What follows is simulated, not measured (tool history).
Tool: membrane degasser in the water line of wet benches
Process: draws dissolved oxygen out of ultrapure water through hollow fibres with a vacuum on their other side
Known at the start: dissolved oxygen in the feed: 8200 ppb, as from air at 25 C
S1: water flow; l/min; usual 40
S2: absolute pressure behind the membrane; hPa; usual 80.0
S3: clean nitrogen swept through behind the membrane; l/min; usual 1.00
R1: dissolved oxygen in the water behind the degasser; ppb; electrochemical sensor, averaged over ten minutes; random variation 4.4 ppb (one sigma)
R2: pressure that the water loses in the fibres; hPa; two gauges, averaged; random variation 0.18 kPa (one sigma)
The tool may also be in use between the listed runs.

{"run": 1, "hour": 0.0, "S1": 40, "S2": 80.0, "S3": 1.0, "R1": 464.5, "R2": 326.3}
{"run": 2, "hour": 312.6, "S1": 40, "S2": 195.9, "S3": 1.0, "R1": 1250.6, "R2": 325.7}
{"hour": 526.9, "done": "seals of the vacuum lines changed"}
{"run": 3, "hour": 549.4, "S1": 40, "S2": 80.0, "S3": 1.0, "R1": 464.3, "R2": 328.5}
{"run": 4, "hour": 764.8, "S1": 40, "S2": 80.0, "S3": 1.0, "R1": 474.9, "R2": 329.1}
{"run": 5, "hour": 1037.6, "S1": 40, "S2": 80.0, "S3": 1.0, "R1": 462.9, "R2": 332.3}
{"run": 6, "hour": 1319.1, "S1": 40, "S2": 140.9, "S3": 1.0, "R1": 888.6, "R2": 331.2}
{"run": 7, "hour": 1532.2, "S1": 40, "S2": 140.9, "S3": 1.0, "R1": 906.6, "R2": 329.8}
{"run": 8, "hour": 1741.7, "S1": 40, "S2": 140.9, "S3": 1.0, "R1": 917.9, "R2": 331.8}
{"run": 9, "hour": 1942.5, "S1": 40, "S2": 91.6, "S3": 1.0, "R1": 561.4, "R2": 329.0}
{"run": 10, "hour": 2131.3, "S1": 40, "S2": 91.6, "S3": 1.0, "R1": 555.2, "R2": 329.2}
{"run": 11, "hour": 2351.7, "S1": 40, "S2": 91.6, "S3": 1.0, "R1": 569.1, "R2": 330.0}
{"run": 12, "hour": 2659.3, "S1": 40, "S2": 91.6, "S3": 1.0, "R1": 575.4, "R2": 330.4}
{"run": 13, "hour": 2799.9, "S1": 40, "S2": 91.6, "S3": 1.0, "R1": 568.7, "R2": 331.9}
{"run": 14, "hour": 3062.0, "S1": 40, "S2": 91.6, "S3": 1.0, "R1": 573.5, "R2": 333.4}
{"run": 15, "hour": 3293.9, "S1": 40, "S2": 91.6, "S3": 1.0, "R1": 583.7, "R2": 338.0}
{"run": 16, "hour": 3570.3, "S1": 40, "S2": 80.0, "S3": 1.0, "R1": 500.3, "R2": 335.0}
{"run": 17, "hour": 3701.2, "S1": 35, "S2": 58.5, "S3": 1.47, "R1": 224.0, "R2": 293.1}
{"run": 18, "hour": 3845.3, "S1": 32, "S2": 129.8, "S3": 1.0, "R1": 688.3, "R2": 268.8}
{"run": 19, "hour": 4064.9, "S1": 32, "S2": 115.7, "S3": 1.8, "R1": 395.9, "R2": 270.0}
{"hour": 4183.0, "done": "vacuum gauge calibrated"}
{"run": 20, "hour": 4208.0, "S1": 25, "S2": 76.7, "S3": 1.8, "R1": 171.1, "R2": 208.9}
{"run": 21, "hour": 4414.0, "S1": 30, "S2": 93.4, "S3": 0.89, "R1": 459.8, "R2": 254.4}
{"run": 22, "hour": 4633.0, "S1": 30, "S2": 168.5, "S3": 0.9, "R1": 909.4, "R2": 254.9}
{"run": 23, "hour": 4778.7, "S1": 30, "S2": 168.5, "S3": 0.9, "R1": 899.8, "R2": 253.6}
{"run": 24, "hour": 5032.9, "S1": 33, "S2": 80.0, "S3": 0.5, "R1": 590.0, "R2": 279.6}
{"run": 25, "hour": 5312.6, "S1": 33, "S2": 80.0, "S3": 0.5, "R1": 590.2, "R2": 281.0}
{"hour": 5457.7, "done": "seals of the vacuum lines changed"}
{"run": 26, "hour": 5557.6, "S1": 33, "S2": 80.0, "S3": 0.5, "R1": 601.8, "R2": 278.4}
{"run": 27, "hour": 5714.9, "S1": 33, "S2": 80.0, "S3": 0.5, "R1": 599.1, "R2": 279.5}
{"run": 28, "hour": 5943.1, "S1": 59, "S2": 80.0, "S3": 2.42, "R1": 464.3, "R2": 500.7}
{"run": 29, "hour": 6214.6, "S1": 59, "S2": 80.0, "S3": 2.42, "R1": 456.1, "R2": 502.0}
{"run": 30, "hour": 6365.2, "S1": 50, "S2": 80.0, "S3": 1.0, "R1": 603.3, "R2": 424.2}
{"run": 31, "hour": 6584.2, "S1": 50, "S2": 80.0, "S3": 1.0, "R1": 599.4, "R2": 431.3}

Forecast each of these 3 alternatives for the next run:
{"run": "A", "hour": 6769.4, "S1": 40, "S2": 90.9, "S3": 1.0, "R1": "?", "R2": "?"}
{"run": "B", "hour": 6769.4, "S1": 26, "S2": 151.5, "S3": 1.0, "R1": "?", "R2": "?"}
{"run": "C", "hour": 6769.4, "S1": 54, "S2": 80.0, "S3": 1.0, "R1": "?", "R2": "?"}

run=A R1=563.4 R2=341.8
run=B R1=671.0 R2=222.7
run=C R1=638.2 R2=461.6
Without the tool's hidden state the same runs would have given:
run=A R1=526.9 R2=318.5
run=B R1=652.9 R2=207.5
run=C R1=585.0 R2=430.0
